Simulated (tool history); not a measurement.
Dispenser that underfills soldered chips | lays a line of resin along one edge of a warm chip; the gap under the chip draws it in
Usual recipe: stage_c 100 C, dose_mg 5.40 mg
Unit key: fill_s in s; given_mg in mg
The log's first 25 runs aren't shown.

{"hour": 148.0, "done": "new syringe of resin"}
{"run": 26, "hour": 148.0, "stage_c": 86, "dose_mg": 5.88, "fill_s": 72.6, "given_mg": 5.56}
{"hour": 152.0, "done": "dispensing valve cleaned and set on the balance"}
{"run": 27, "hour": 155.6, "stage_c": 97, "dose_mg": 6.2, "fill_s": 55.6, "given_mg": 6.15}
{"hour": 159.3, "done": "new syringe of resin"}
{"run": 28, "hour": 160.4, "stage_c": 85, "dose_mg": 5.59, "fill_s": 80.5, "given_mg": 5.66}
{"run": 29, "hour": 167.4, "stage_c": 108, "dose_mg": 6.19, "fill_s": 36.5, "given_mg": 6.14}
{"hour": 169.9, "done": "new syringe of resin"}
{"run": 30, "hour": 174.1, "stage_c": 108, "dose_mg": 6.19, "fill_s": 30.3, "given_mg": 6.12}
{"hour": 180.2, "done": "new syringe of resin"}
{"run": 31, "hour": 182.7, "stage_c": 108, "dose_mg": 6.19, "fill_s": 28.9, "given_mg": 6.14}
{"run": 32, "hour": 186.4, "stage_c": 108, "dose_mg": 6.19, "fill_s": 33.6, "given_mg": 6.06}
{"hour": 190.4, "done": "new syringe of resin"}
{"run": 33, "hour": 191.8, "stage_c": 108, "dose_mg": 6.19, "fill_s": 27.6, "given_mg": 6.07}
{"run": 34, "hour": 199.2, "stage_c": 108, "dose_mg": 6.19, "fill_s": 38.0, "given_mg": 6.19}
{"hour": 201.1, "done": "new syringe of resin"}
{"run": 35, "hour": 206.9, "stage_c": 108, "dose_mg": 6.19, "fill_s": 33.2, "given_mg": 6.15}
{"hour": 211.4, "done": "new syringe of resin"}
{"run": 36, "hour": 215.7, "stage_c": 108, "dose_mg": 6.19, "fill_s": 31.8, "given_mg": 6.07}

3 ways to go on from here, each from the tool as it stands after run 36. What would each give?
{"hour": 221.7, "done": "new syringe of resin"}
{"run": "A", "hour": 223.0, "stage_c": 112, "dose_mg": 6.89, "fill_s": "?", "given_mg": "?"}
{"hour": 221.7, "done": "new syringe of resin"}
{"run": "B", "hour": 223.0, "stage_c": 104, "dose_mg": 5.55, "fill_s": "?", "given_mg": "?"}
{"hour": 221.7, "done": "new syringe of resin"}
{"run": "C", "hour": 223.0, "stage_c": 86, "dose_mg": 6.19, "fill_s": "?", "given_mg": "?"}

run=A fill_s=22.1 given_mg=6.70
run=B fill_s=33.5 given_mg=5.39
run=C fill_s=77.3 given_mg=5.99
Without the tool's hidden state the same runs would have given:
run=A fill_s=19.4 given_mg=6.88
run=B fill_s=29.2 given_mg=5.54
run=C fill_s=67.1 given_mg=6.16
